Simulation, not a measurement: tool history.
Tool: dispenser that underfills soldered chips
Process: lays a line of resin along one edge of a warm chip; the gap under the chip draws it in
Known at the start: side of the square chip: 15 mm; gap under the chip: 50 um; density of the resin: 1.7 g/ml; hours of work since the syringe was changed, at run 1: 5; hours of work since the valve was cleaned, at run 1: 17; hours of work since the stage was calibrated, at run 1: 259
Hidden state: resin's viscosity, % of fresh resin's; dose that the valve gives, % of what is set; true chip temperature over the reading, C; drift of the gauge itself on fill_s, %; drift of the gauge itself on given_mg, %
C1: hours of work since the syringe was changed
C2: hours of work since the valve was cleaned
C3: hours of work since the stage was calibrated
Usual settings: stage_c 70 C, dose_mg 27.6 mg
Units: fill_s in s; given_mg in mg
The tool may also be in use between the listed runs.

Run 1, hour 0.0: usual settings; C1 5; C2 17; C3 259. Result: fill_s 293.8 s, given_mg 27.27 mg.
At hour 3.8: new syringe of resin.
Run 2, hour 12.8: usual settings; C1 6; C2 26; C3 268. Result: fill_s 323.6 s, given_mg 27.25 mg.
At hour 15.3: new syringe of resin.
Run 3, hour 22.4: usual settings but stage_c 82 C; C1 5; C2 33; C3 274. Result: fill_s 163.1 s, given_mg 27.01 mg.
At hour 25.8: new syringe of resin.
Run 4, hour 30.7: usual settings but stage_c 82 C; C1 3; C2 38; C3 280. Result: fill_s 147.8 s, given_mg 27.06 mg.
At hour 36.7: new syringe of resin.
At hour 37.7: dispensing valve cleaned and set on the balance.
Run 5, hour 37.9: usual settings but dose_mg 23.7 mg; C1 0; C2 0; C3 284. Result: fill_s 223.5 s, given_mg 23.69 mg.
At hour 48.4: new syringe of resin.
Run 6, hour 51.3: usual settings but dose_mg 23.7 mg; C1 2; C2 9; C3 293. Result: fill_s 259.8 s, given_mg 23.52 mg.
At hour 59.4: new syringe of resin.
Run 7, hour 59.9: usual settings; C1 0; C2 15; C3 299. Result: fill_s 216.6 s, given_mg 27.30 mg.
At hour 70.6: new syringe of resin.
Run 8, hour 72.1: usual settings; C1 1; C2 24; C3 308. Result: fill_s 231.2 s, given_mg 27.17 mg.
At hour 81.5: new syringe of resin.
Run 9, hour 83.0: usual settings; C1 1; C2 31; C3 315. Result: fill_s 232.4 s, given_mg 27.10 mg.
At hour 92.2: new syringe of resin.
Run 10, hour 96.2: usual settings; C1 3; C2 40; C3 324. Result: fill_s 254.3 s, given_mg 26.85 mg.
At hour 99.8: dispensing valve cleaned and set on the balance.
At hour 104.2: new syringe of resin.
Run 11, hour 110.7: usual settings; C1 5; C2 7; C3 333. Result: fill_s 282.1 s, given_mg 27.51 mg.
At hour 115.0: new syringe of resin.
Run 12, hour 117.7: usual settings; C1 2; C2 12; C3 338. Result: fill_s 238.1 s, given_mg 27.44 mg.
Run 13, hour 124.7: usual settings; C1 7; C2 17; C3 343. Result: fill_s 325.2 s, given_mg 27.40 mg.
At hour 126.0: new syringe of resin.
Run 14, hour 134.8: usual settings; C1 6; C2 24; C3 350. Result: fill_s 319.6 s, given_mg 27.18 mg.
At hour 137.1: new syringe of resin.
At hour 148.1: new syringe of resin.
Run 15, hour 148.3: usual settings; C1 0; C2 33; C3 359. Result: fill_s 213.1 s, given_mg 27.00 mg.
Run 16, hour 157.4: usual settings; C1 7; C2 40; C3 366. Result: fill_s 322.8 s, given_mg 27.05 mg.
At hour 159.5: new syringe of resin.
At hour 162.9: dispensing valve cleaned and set on the balance.
Run 17, hour 168.9: usual settings; C1 6; C2 4; C3 373. Result: fill_s 305.8 s, given_mg 27.47 mg.
At hour 171.3: new syringe of resin.
Run 18, hour 175.6: usual settings but stage_c 64 C; C1 3; C2 9; C3 377. Result: fill_s 352.6 s, given_mg 27.44 mg.
At hour 182.0: new syringe of resin.
Run 19, hour 186.7: usual settings but stage_c 78 C, dose_mg 33.3 mg; C1 3; C2 16; C3 385. Result: fill_s 175.8 s, given_mg 33.00 mg.
At hour 192.6: new syringe of resin.
Run 20, hour 198.2: usual settings but stage_c 63 C, dose_mg 25.9 mg; C1 4; C2 24; C3 393. Result: fill_s 398.8 s, given_mg 25.66 mg.
At hour 203.7: new syringe of resin.
Run 21, hour 209.9: usual settings but stage_c 63 C, dose_mg 25.9 mg; C1 4; C2 32; C3 401. Result: fill_s 415.1 s, given_mg 25.42 mg.
At hour 214.3: new syringe of resin.
Run 22, hour 218.4: usual settings but stage_c 61 C, dose_mg 28.9 mg; C1 3; C2 38; C3 407. Result: fill_s 409.9 s, given_mg 28.25 mg.
At hour 225.2: dispensing valve cleaned and set on the balance.
Run 23, hour 225.2: usual settings but stage_c 61 C, dose_mg 28.9 mg; C1 7; C2 0; C3 411. Result: fill_s 532.8 s, given_mg 28.85 mg.
At hour 226.4: new syringe of resin.
Run 24, hour 234.1: usual settings but stage_c 60 C, dose_mg 28.0 mg; C1 5; C2 6; C3 417. Result: fill_s 501.2 s, given_mg 27.79 mg.
At hour 237.3: new syringe of resin.
Run 25, hour 244.4: usual settings but stage_c 74 C, dose_mg 25.3 mg; C1 5; C2 13; C3 424. Result: fill_s 248.8 s, given_mg 25.06 mg.
At hour 248.0: new syringe of resin.
Run 26, hour 251.0: usual settings but stage_c 66 C, dose_mg 33.1 mg; C1 2; C2 18; C3 428. Result: fill_s 292.5 s, given_mg 32.80 mg.
Run 27, hour 257.3: usual settings but stage_c 66 C, dose_mg 33.1 mg; C1 7; C2 22; C3 433. Result: fill_s 388.5 s, given_mg 32.65 mg.
At hour 258.9: new syringe of resin.
Run 28, hour 267.6: usual settings but stage_c 66 C, dose_mg 33.1 mg; C1 6; C2 29; C3 440. Result: fill_s 382.4 s, given_mg 32.53 mg.
At hour 269.7: new syringe of resin.
At hour 280.5: new syringe of resin.
Run 29, hour 280.7: usual settings but stage_c 73 C, dose_mg 29.8 mg; C1 0; C2 38; C3 449. Result: fill_s 183.0 s, given_mg 29.17 mg.
At hour 287.5: dispensing valve cleaned and set on the balance.
At hour 293.1: new syringe of resin.
Run 30, hour 295.0: usual settings but stage_c 73 C, dose_mg 29.8 mg; C1 1; C2 5; C3 458. Result: fill_s 194.3 s, given_mg 29.52 mg.
At hour 303.6: new syringe of resin.
Run 31, hour 307.7: usual settings but stage_c 84 C, dose_mg 35.4 mg; C1 3; C2 14; C3 467. Result: fill_s 123.6 s, given_mg 34.96 mg.
At hour 314.3: new syringe of resin.
Run 32, hour 320.5: usual settings but stage_c 73 C, dose_mg 33.0 mg; C1 4; C2 23; C3 475. Result: fill_s 233.4 s, given_mg 32.42 mg.
At hour 325.1: new syringe of resin.
Run 33, hour 330.6: usual settings but stage_c 82 C, dose_mg 31.5 mg; C1 4; C2 30; C3 482. Result: fill_s 147.6 s, given_mg 30.84 mg.
At hour 336.5: new syringe of resin.
Run 34, hour 340.0: usual settings but stage_c 82 C, dose_mg 24.4 mg; C1 3; C2 36; C3 489. Result: fill_s 140.5 s, given_mg 23.87 mg.
At hour 347.2: new syringe of resin.
At hour 350.2: dispensing valve cleaned and set on the balance.
Run 35, hour 353.5: usual settings but stage_c 81 C, dose_mg 24.7 mg; C1 4; C2 2; C3 497. Result: fill_s 159.3 s, given_mg 24.55 mg.

Measured less the same run without the tool's hidden state. The same run-to-run variation is in both; the gauge's scatter may not be:
run  fill_s  given_mg
  1   +76.2     -0.24
  2  +105.4     -0.35
  3   +42.1     -0.44
  4   +27.1     -0.52
  5    -5.5     -0.05
  6   +26.2     -0.17
  7    -5.1     -0.27
  8   +10.4     -0.38
  9   +10.3     -0.48
 10   +35.9     -0.60
 11   +62.6     -0.11
 12   +18.2     -0.18
 13  +107.7     -0.26
 14  +100.7     -0.35
 15    -8.1     -0.48
 16  +103.4     -0.57
 17   +88.0     -0.06
 18   +54.7     -0.14
 19   +30.1     -0.29
 20   +78.4     -0.33
 21   +86.7     -0.43
 22   +56.0     -0.57
 23  +179.8     -0.09
 24  +131.0     -0.18
 25   +63.2     -0.26
 26   +24.6     -0.42
 27  +123.4     -0.49
 28  +112.7     -0.61
 29    -4.1     -0.68
 30    +8.4     -0.18
 31   +16.3     -0.37
 32   +48.1     -0.49
 33   +26.7     -0.58
 34   +12.1     -0.53
 35   +28.9     -0.08
